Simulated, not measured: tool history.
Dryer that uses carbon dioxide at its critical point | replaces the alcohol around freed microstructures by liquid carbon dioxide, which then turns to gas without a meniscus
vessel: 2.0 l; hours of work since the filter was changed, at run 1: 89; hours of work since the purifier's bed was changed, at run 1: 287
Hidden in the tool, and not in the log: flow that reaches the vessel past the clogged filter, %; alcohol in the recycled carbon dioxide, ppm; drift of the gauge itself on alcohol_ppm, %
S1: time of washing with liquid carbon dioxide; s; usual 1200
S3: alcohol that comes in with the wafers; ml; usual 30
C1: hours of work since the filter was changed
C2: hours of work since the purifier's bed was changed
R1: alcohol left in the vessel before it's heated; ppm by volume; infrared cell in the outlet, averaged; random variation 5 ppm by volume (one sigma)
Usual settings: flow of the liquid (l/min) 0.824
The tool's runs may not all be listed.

run 1 hour=0.0 | S1=1200 flow_of_the_liquid_(l/min)=0.824 S3=30 | C1=89 C2=287 | R1=36
run 2 hour=7.8 | S1=1200 flow_of_the_liquid_(l/min)=0.824 S3=30 | C1=96 C2=293 | R1=44
run 3 hour=12.6 | S1=900 flow_of_the_liquid_(l/min)=0.824 S3=30 | C1=100 C2=297 | R1=128
run 4 hour=21.5 | S1=1080 flow_of_the_liquid_(l/min)=0.824 S3=30 | C1=107 C2=304 | R1=62
run 5 hour=29.2 | S1=1200 flow_of_the_liquid_(l/min)=0.824 S3=30 | C1=113 C2=310 | R1=48
run 6 hour=38.4 | S1=1200 flow_of_the_liquid_(l/min)=0.824 S3=30 | C1=120 C2=317 | R1=53
run 7 hour=44.2 | S1=1200 flow_of_the_liquid_(l/min)=0.824 S3=35 | C1=125 C2=322 | R1=47
run 8 hour=49.4 | S1=1200 flow_of_the_liquid_(l/min)=0.824 S3=35 | C1=129 C2=326 | R1=51
run 9 hour=54.2 | S1=1200 flow_of_the_liquid_(l/min)=0.824 S3=35 | C1=133 C2=330 | R1=53
run 10 hour=60.2 | S1=1200 flow_of_the_liquid_(l/min)=0.824 S3=35 | C1=138 C2=335 | R1=56
run 11 hour=67.3 | S1=1200 flow_of_the_liquid_(l/min)=0.824 S3=35 | C1=143 C2=341 | R1=51
run 12 hour=73.7 | S1=1200 flow_of_the_liquid_(l/min)=0.824 S3=35 | C1=148 C2=346 | R1=44
run 13 hour=80.1 | S1=720 flow_of_the_liquid_(l/min)=0.516 S3=40 | C1=153 C2=351 | R1=1799
run 14 hour=88.1 | S1=1200 flow_of_the_liquid_(l/min)=1.393 S3=102 | C1=160 C2=357 | R1=26
run 15 hour=92.7 | S1=1140 flow_of_the_liquid_(l/min)=0.847 S3=21 | C1=163 C2=361 | R1=49
run 16 hour=98.7 | S1=780 flow_of_the_liquid_(l/min)=0.546 S3=81 | C1=168 C2=366 | R1=2585
run 17 hour=104.6 | S1=780 flow_of_the_liquid_(l/min)=0.546 S3=81 | C1=173 C2=370 | R1=2484
run 18 hour=114.5 | S1=1020 flow_of_the_liquid_(l/min)=0.750 S3=81 | C1=181 C2=378 | R1=315
run 19 hour=124.9 | S1=960 flow_of_the_liquid_(l/min)=1.233 S3=81 | C1=189 C2=387 | R1=40

Forecast each of these 3 alternatives for the next run:
run A hour=129.6 | S1=1860 flow_of_the_liquid_(l/min)=1.233 S3=24 | C1=193 C2=390 | R1=?
run B hour=129.6 | S1=960 flow_of_the_liquid_(l/min)=1.207 S3=75 | C1=193 C2=390 | R1=?
run C hour=129.6 | S1=960 flow_of_the_liquid_(l/min)=1.033 S3=108 | C1=193 C2=390 | R1=?

run=A R1=22
run=B R1=51
run=C R1=119
Without the tool's hidden state the same runs would have given:
run=A R1=2
run=B R1=23
run=C R1=72
